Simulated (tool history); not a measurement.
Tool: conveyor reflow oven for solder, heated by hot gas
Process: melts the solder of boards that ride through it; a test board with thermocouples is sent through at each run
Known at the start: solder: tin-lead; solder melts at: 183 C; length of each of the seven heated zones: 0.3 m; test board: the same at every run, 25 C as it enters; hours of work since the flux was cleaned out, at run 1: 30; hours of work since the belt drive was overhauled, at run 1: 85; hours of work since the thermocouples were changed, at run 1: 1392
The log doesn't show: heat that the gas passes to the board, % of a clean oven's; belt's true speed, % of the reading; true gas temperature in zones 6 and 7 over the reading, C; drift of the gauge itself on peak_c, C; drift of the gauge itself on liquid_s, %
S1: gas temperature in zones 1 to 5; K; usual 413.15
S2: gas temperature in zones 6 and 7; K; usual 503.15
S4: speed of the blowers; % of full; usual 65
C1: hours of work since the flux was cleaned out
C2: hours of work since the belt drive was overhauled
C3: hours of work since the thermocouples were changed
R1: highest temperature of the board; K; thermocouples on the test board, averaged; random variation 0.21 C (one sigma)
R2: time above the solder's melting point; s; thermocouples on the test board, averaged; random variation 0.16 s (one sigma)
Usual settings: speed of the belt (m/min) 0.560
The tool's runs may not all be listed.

Run 1, hour 0.0: usual settings; C1 30; C2 85; C3 1392. Result: R1 483.65 K, R2 44.1 s.
Run 2, hour 65.4: usual settings; C1 73; C2 128; C3 1436. Result: R1 483.55 K, R2 44.0 s.
Run 3, hour 110.9: usual settings; C1 104; C2 159; C3 1467. Result: R1 483.35 K, R2 43.9 s.
At hour 119.2: thermocouples of zones 6 and 7 changed.
Run 4, hour 145.6: usual settings but S4 78 % of full; C1 126; C2 181; C3 18. Result: R1 490.55 K, R2 48.8 s.
Run 5, hour 181.9: usual settings but S4 78 % of full; C1 150; C2 205; C3 42. Result: R1 489.85 K, R2 49.0 s.
Run 6, hour 229.4: usual settings but S4 78 % of full; C1 182; C2 237; C3 74. Result: R1 489.55 K, R2 49.0 s.
Run 7, hour 276.4: usual settings; C1 214; C2 268; C3 105. Result: R1 486.65 K, R2 46.3 s.
Run 8, hour 307.9: usual settings but S2 505.15 K; C1 235; C2 290; C3 127. Result: R1 488.85 K, R2 47.5 s.
Run 9, hour 349.7: usual settings but S2 505.15 K; C1 263; C2 318; C3 155. Result: R1 488.55 K, R2 47.5 s.
At hour 371.4: flux residue cleaned out of gas plates and filters.
Run 10, hour 388.4: usual settings but S2 505.15 K; C1 11; C2 340; C3 177. Result: R1 489.15 K, R2 48.6 s.
Run 11, hour 440.6: usual settings; C1 46; C2 375; C3 212. Result: R1 487.35 K, R2 47.2 s.
Run 12, hour 500.0: usual settings; C1 86; C2 415; C3 252. Result: R1 487.35 K, R2 46.8 s.
Run 13, hour 543.6: usual settings; C1 115; C2 444; C3 281. Result: R1 486.95 K, R2 46.5 s.
Run 14, hour 574.8: usual settings; C1 136; C2 465; C3 302. Result: R1 487.35 K, R2 46.7 s.
Run 15, hour 613.3: usual settings but S4 80 % of full; C1 162; C2 491; C3 328. Result: R1 490.05 K, R2 48.9 s.
Run 16, hour 658.3: usual settings but S1 405.15 K; C1 192; C2 521; C3 358. Result: R1 485.45 K, R2 43.2 s.
Run 17, hour 719.4: usual settings but S1 401.15 K, speed of the belt (m/min) 0.620; C1 233; C2 562; C3 399. Result: R1 480.45 K, R2 33.6 s.
At hour 783.6: flux residue cleaned out of gas plates and filters.
Run 18, hour 790.5: usual settings but S1 411.15 K, S2 504.15 K, S4 72 % of full; C1 5; C2 606; C3 443. Result: R1 489.25 K, R2 48.3 s.
Run 19, hour 855.7: usual settings but S2 511.15 K, speed of the belt (m/min) 0.519; C1 48; C2 650; C3 487. Result: R1 496.65 K, R2 57.4 s.
Run 20, hour 894.5: usual settings but S2 514.15 K, speed of the belt (m/min) 0.519; C1 74; C2 676; C3 513. Result: R1 498.95 K, R2 58.7 s.
Run 21, hour 929.7: usual settings but S1 404.15 K, S2 498.15 K, speed of the belt (m/min) 0.516, S4 84 % of full; C1 98; C2 700; C3 537. Result: R1 486.75 K, R2 49.7 s.
Run 22, hour 996.0: usual settings but S1 404.15 K, S2 517.15 K, speed of the belt (m/min) 0.516, S4 79 % of full; C1 142; C2 744; C3 581. Result: R1 502.75 K, R2 58.8 s.
Run 23, hour 1061.6: usual settings but S1 404.15 K, S2 517.15 K, speed of the belt (m/min) 0.516, S4 79 % of full; C1 186; C2 788; C3 625. Result: R1 502.35 K, R2 58.9 s.
Run 24, hour 1099.9: usual settings but S2 491.15 K; C1 212; C2 814; C3 651. Result: R1 475.65 K, R2 37.9 s.
Run 25, hour 1162.3: usual settings but S2 491.15 K, S4 83 % of full; C1 254; C2 856; C3 692. Result: R1 478.65 K, R2 41.5 s.
At hour 1200.7: flux residue cleaned out of gas plates and filters.
Run 26, hour 1227.1: usual settings but S2 500.15 K, S4 83 % of full; C1 18; C2 896; C3 733. Result: R1 487.35 K, R2 48.2 s.
Run 27, hour 1277.0: usual settings but S1 414.15 K, S2 493.15 K; C1 51; C2 929; C3 766. Result: R1 477.75 K, R2 40.1 s.
Run 28, hour 1318.9: usual settings but S1 414.15 K, S2 493.15 K; C1 79; C2 957; C3 794. Result: R1 477.75 K, R2 40.2 s.
Run 29, hour 1385.9: usual settings but S1 414.15 K, S2 493.15 K, S4 64 % of full; C1 124; C2 1002; C3 839. Result: R1 477.55 K, R2 39.7 s.
Run 30, hour 1450.4: usual settings but S2 517.15 K, speed of the belt (m/min) 0.513, S4 50 % of full; C1 167; C2 1045; C3 882. Result: R1 496.75 K, R2 58.2 s.
Run 31, hour 1520.0: usual settings but S2 517.15 K, speed of the belt (m/min) 0.513, S4 50 % of full; C1 214; C2 1092; C3 929. Result: R1 496.35 K, R2 57.9 s.

Forecast each of these 4 alternatives for the next run:
Run A, hour 1581.5: usual settings but S1 411.15 K, S2 505.15 K, speed of the belt (m/min) 0.650; C1 255; C2 1133; C3 970. Result: R1 ?, R2 ?.
Run B, hour 1581.5: usual settings but S2 494.15 K, speed of the belt (m/min) 0.595, S4 52 % of full; C1 255; C2 1133; C3 970. Result: R1 ?, R2 ?.
Run C, hour 1581.5: usual settings but speed of the belt (m/min) 0.526, S4 68 % of full; C1 255; C2 1133; C3 970. Result: R1 ?, R2 ?.
Run D, hour 1581.5: usual settings but S2 512.15 K; C1 255; C2 1133; C3 970. Result: R1 ?, R2 ?.

run      R1    R2
  A  481.65  35.7
  B  473.05  30.9
  C  487.75  51.1
  D  492.75  51.1
Without the tool's hidden state the same runs would have given:
run      R1    R2
  A  483.75  36.6
  B  474.95  32.4
  C  489.85  51.6
  D  494.95  51.4
